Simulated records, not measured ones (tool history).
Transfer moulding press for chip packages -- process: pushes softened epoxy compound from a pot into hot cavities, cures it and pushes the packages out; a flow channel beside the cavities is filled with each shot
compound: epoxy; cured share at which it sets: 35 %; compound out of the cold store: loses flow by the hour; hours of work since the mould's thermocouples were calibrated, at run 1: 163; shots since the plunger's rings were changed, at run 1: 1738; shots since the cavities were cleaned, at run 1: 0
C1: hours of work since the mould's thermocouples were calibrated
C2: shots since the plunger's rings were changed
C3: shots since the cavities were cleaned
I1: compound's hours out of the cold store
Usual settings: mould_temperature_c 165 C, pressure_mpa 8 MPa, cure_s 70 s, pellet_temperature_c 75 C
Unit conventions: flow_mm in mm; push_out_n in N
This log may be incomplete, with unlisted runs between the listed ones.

Run 1, hour 0: usual settings; C1 163; C2 1738; C3 0; I1 19.8. Result: flow_mm 857 mm, push_out_n 473 N.
Run 2, hour 13.3: usual settings; C1 170; C2 1891; C3 153; I1 47.2. Result: flow_mm 771 mm, push_out_n 500 N.
Run 3, hour 26: usual settings; C1 177; C2 2037; C3 299; I1 39.1. Result: flow_mm 792 mm, push_out_n 569 N.
At hour 38.2: cavities cleaned with cleaning compound and waxed.
Run 4, hour 51.8: usual settings; C1 189; C2 2316; C3 156; I1 42.5. Result: flow_mm 785 mm, push_out_n 503 N.
Run 5, hour 67.2: usual settings but pellet_temperature_c 79 C; C1 197; C2 2493; C3 333; I1 38.5. Result: flow_mm 786 mm, push_out_n 563 N.
At hour 75.3: cavities cleaned with cleaning compound and waxed.
Run 6, hour 87.9: usual settings but pellet_temperature_c 79 C; C1 207; C2 2714; C3 144; I1 42. Result: flow_mm 776 mm, push_out_n 527 N.
At hour 91: plunger's sealing rings changed.
Run 7, hour 113.2: usual settings but pellet_temperature_c 79 C; C1 219; C2 255; C3 406; I1 31.7. Result: flow_mm 853 mm, push_out_n 583 N.
At hour 116: cavities cleaned with cleaning compound and waxed.
Run 8, hour 127.9: usual settings but pellet_temperature_c 79 C; C1 225; C2 406; C3 136; I1 15.1. Result: flow_mm 904 mm, push_out_n 570 N.
At hour 132.3: mould's thermocouples calibrated.
Run 9, hour 150.9: usual settings but pellet_temperature_c 79 C; C1 10; C2 647; C3 377; I1 45.7. Result: flow_mm 787 mm, push_out_n 580 N.
At hour 155.9: cavities cleaned with cleaning compound and waxed.
Run 10, hour 174.3: usual settings but pressure_mpa 8.72 MPa, pellet_temperature_c 79 C; C1 21; C2 899; C3 211; I1 13.6. Result: flow_mm 937 mm, push_out_n 536 N.
At hour 193.3: cavities cleaned with cleaning compound and waxed.
Run 11, hour 193.9: usual settings but mould_temperature_c 163 C, pressure_mpa 9.39 MPa; C1 30; C2 1108; C3 7; I1 39.4. Result: flow_mm 880 mm, push_out_n 484 N.
At hour 208.7: mould's thermocouples calibrated, once more.
Run 12, hour 219.6: usual settings but mould_temperature_c 161 C, pressure_mpa 9.47 MPa, cure_s 51 s, pellet_temperature_c 85 C; C1 6; C2 1380; C3 279; I1 22.7. Result: flow_mm 955 mm, push_out_n 1555 N.
At hour 233.6: cavities cleaned with cleaning compound and waxed.
Run 13, hour 243: usual settings but mould_temperature_c 161 C, pressure_mpa 9.47 MPa, cure_s 51 s, pellet_temperature_c 85 C; C1 17; C2 1632; C3 109; I1 8.8. Result: flow_mm 1011 mm, push_out_n 1445 N.
Run 14, hour 256: usual settings but mould_temperature_c 164 C, pressure_mpa 8.9 MPa, pellet_temperature_c 74 C; C1 23; C2 1781; C3 258; I1 35.2. Result: flow_mm 856 mm, push_out_n 591 N.
At hour 271.8: cavities cleaned with cleaning compound and waxed.
Run 15, hour 275.3: usual settings but mould_temperature_c 164 C, pressure_mpa 9.73 MPa, cure_s 87 s, pellet_temperature_c 74 C; C1 33; C2 1985; C3 40; I1 22. Result: flow_mm 951 mm, push_out_n 377 N.
Run 16, hour 286.6: usual settings but pressure_mpa 7.13 MPa; C1 38; C2 2116; C3 171; I1 41.4. Result: flow_mm 739 mm, push_out_n 525 N.
At hour 309.1: cavities cleaned with cleaning compound and waxed.
Run 17, hour 309.1: usual settings but pressure_mpa 7.13 MPa; C1 49; C2 2356; C3 0; I1 47.8. Result: flow_mm 717 mm, push_out_n 475 N.
Run 18, hour 320.3: usual settings but pressure_mpa 7.13 MPa, pellet_temperature_c 74 C; C1 55; C2 2485; C3 129; I1 12.7. Result: flow_mm 831 mm, push_out_n 569 N.
Run 19, hour 338.3: usual settings but pressure_mpa 7.13 MPa, pellet_temperature_c 73 C; C1 64; C2 2692; C3 336; I1 8.6. Result: flow_mm 846 mm, push_out_n 659 N.

4 ways to go on from here, each from the tool as it stands after run 19. What would each give?
At hour 344.2: plunger's sealing rings changed.
At hour 348.8: cavities cleaned with cleaning compound and waxed.
Run A, hour 367.9: usual settings but mould_temperature_c 170 C, pellet_temperature_c 70 C; C1 77; C2 256; C3 220; I1 29.4. Result: flow_mm ?, push_out_n ?.
At hour 344.2: plunger's sealing rings changed.
At hour 348.8: cavities cleaned with cleaning compound and waxed.
Run B, hour 367.9: usual settings but pressure_mpa 7.45 MPa, pellet_temperature_c 73 C; C1 77; C2 256; C3 220; I1 14. Result: flow_mm ?, push_out_n ?.
At hour 344.2: plunger's sealing rings changed.
At hour 348.8: cavities cleaned with cleaning compound and waxed.
Run C, hour 367.9: usual settings but pressure_mpa 6.8 MPa, cure_s 69 s, pellet_temperature_c 69 C; C1 77; C2 256; C3 220; I1 32.7. Result: flow_mm ?, push_out_n ?.
At hour 344.2: plunger's sealing rings changed.
At hour 348.8: cavities cleaned with cleaning compound and waxed.
Run D, hour 367.9: usual settings but mould_temperature_c 166 C, cure_s 97 s, pellet_temperature_c 84 C; C1 77; C2 256; C3 220; I1 39. Result: flow_mm ?, push_out_n ?.

run  flow_mm  push_out_n
  A      833         467
  B      881         581
  C      778         583
  D      819         419
Had the tool no hidden state, the same runs would have come out as:
run  flow_mm  push_out_n
  A      837         376
  B      885         466
  C      781         470
  D      823         338

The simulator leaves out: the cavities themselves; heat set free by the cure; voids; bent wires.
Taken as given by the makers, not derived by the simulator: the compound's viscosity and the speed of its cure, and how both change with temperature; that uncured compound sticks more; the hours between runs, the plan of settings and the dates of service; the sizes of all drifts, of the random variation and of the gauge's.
